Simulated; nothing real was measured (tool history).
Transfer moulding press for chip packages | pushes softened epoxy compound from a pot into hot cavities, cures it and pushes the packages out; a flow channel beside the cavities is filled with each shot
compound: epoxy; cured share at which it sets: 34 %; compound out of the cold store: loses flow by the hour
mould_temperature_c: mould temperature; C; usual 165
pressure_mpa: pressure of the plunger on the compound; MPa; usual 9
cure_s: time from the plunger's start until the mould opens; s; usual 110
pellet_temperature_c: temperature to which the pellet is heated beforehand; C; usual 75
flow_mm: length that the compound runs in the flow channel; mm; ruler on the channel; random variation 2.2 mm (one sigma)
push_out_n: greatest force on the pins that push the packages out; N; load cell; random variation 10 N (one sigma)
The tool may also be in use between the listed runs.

run,hour,mould_temperature_c,pressure_mpa,cure_s,pellet_temperature_c,incoming compound's hours out of the cold store,flow_mm,push_out_n
1,0,165,9,110,75,38.1,534,436
2,48.8,165,9,110,75,26,554,455
# hour 83.8: cavities cleaned with cleaning compound and waxed
3,102.9,170,9,110,75,17.6,556,378
4,133.5,170,9,110,75,10.1,568,384
5,158.9,165,6.87,110,75,43.7,455,455
# hour 177.4: cavities cleaned with cleaning compound and waxed
6,184.6,162,9,110,75,46.5,524,521
7,218.5,165,9,110,81,28,550,440
8,254.4,165,9,103,75,31.3,543,523
# hour 270: cavities cleaned with cleaning compound and waxed
# hour 281.2: plunger's sealing rings changed
9,293,165,9,103,75,15,571,529
10,333.9,165,9,103,75,12.8,575,530
# hour 365.1: cavities cleaned with cleaning compound and waxed
11,379.8,173,9,103,75,17.7,554,363
12,430.1,173,9,118,75,14.9,558,364
# hour 459.5: cavities cleaned with cleaning compound and waxed
13,472.5,165,9,110,75,29.4,549,464
14,526.7,165,9,110,75,38.6,528,437
# hour 553: cavities cleaned with cleaning compound and waxed
15,566.4,165,9,110,75,30.2,545,446
16,609.6,165,9,110,75,23.8,558,452
# hour 645.1: cavities cleaned with cleaning compound and waxed
17,647.2,165,9,110,75,21.8,561,458

Run 18 comes next. What will it give?
18,697.1,165,9,123,79,31.1,?,?

Run 18 gave flow_mm 538 mm, push_out_n 381 N.
Without the tool's hidden state the same run would have given flow_mm 538 mm, push_out_n 376 N.

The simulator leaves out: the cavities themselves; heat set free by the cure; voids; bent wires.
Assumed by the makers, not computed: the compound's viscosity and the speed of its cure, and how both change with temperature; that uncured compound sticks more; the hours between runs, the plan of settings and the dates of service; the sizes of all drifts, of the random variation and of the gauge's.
